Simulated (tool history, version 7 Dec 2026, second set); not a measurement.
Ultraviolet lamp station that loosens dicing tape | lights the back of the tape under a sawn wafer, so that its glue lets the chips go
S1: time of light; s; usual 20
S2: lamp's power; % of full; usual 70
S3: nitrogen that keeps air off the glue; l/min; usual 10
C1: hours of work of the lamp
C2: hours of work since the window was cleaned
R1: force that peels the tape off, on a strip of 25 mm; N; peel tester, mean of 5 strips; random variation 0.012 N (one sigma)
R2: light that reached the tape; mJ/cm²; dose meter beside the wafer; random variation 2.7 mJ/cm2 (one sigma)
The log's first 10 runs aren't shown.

run	day	S1	S2	S3	C1	C2	R1	R2
# day 7.704: lamp changed
11	8.108	34	70	10	7	430	0.227	564
# day 8.546: window cleaned of glue's vapour
12	8.929	34	70	10	21	7	0.232	548
13	9.946	34	70	10	38	24	0.233	539
14	10.750	20	76	10	52	38	0.647	343
15	11.396	20	76	10	63	49	0.665	341
# day 11.504: window cleaned of glue's vapour, once more
16	12.142	20	76	10	76	11	0.533	378
17	13.108	20	76	10	92	28	0.542	374
18	14.058	13	70	10	109	44	1.667	221
19	14.729	20	70	10	120	55	0.689	338
20	15.675	20	70	10	136	72	0.725	332
21	16.533	20	70	10	151	86	0.706	329
22	17.362	39	94	9	165	101	0.170	856
23	17.842	17	94	9	173	109	0.596	370
24	18.325	28	74	8	182	117	0.376	472
25	19.342	28	74	8	199	135	0.387	470
26	20.012	21	70	9	211	146	0.775	333
27	20.571	20	70	3	220	156	1.994	314
28	21.379	19	77	18	234	170	0.472	326
29	22.392	19	77	18	252	187	0.499	321
30	23.062	23	61	6	263	199	1.275	304
31	23.912	24	81	3	278	213	1.215	416
32	24.979	17	62	6	296	232	2.216	223
33	25.992	17	62	6	314	249	2.323	224
34	26.983	17	62	6	331	266	2.320	219

Forecast run 35:
35	27.767	20	70	6	344	280	?	?

{"run 35": {"R1": 1.447, "R2": 286}}
Without the tool's hidden state the same run would have given R1 0.878 N, R2 367 mJ/cm².

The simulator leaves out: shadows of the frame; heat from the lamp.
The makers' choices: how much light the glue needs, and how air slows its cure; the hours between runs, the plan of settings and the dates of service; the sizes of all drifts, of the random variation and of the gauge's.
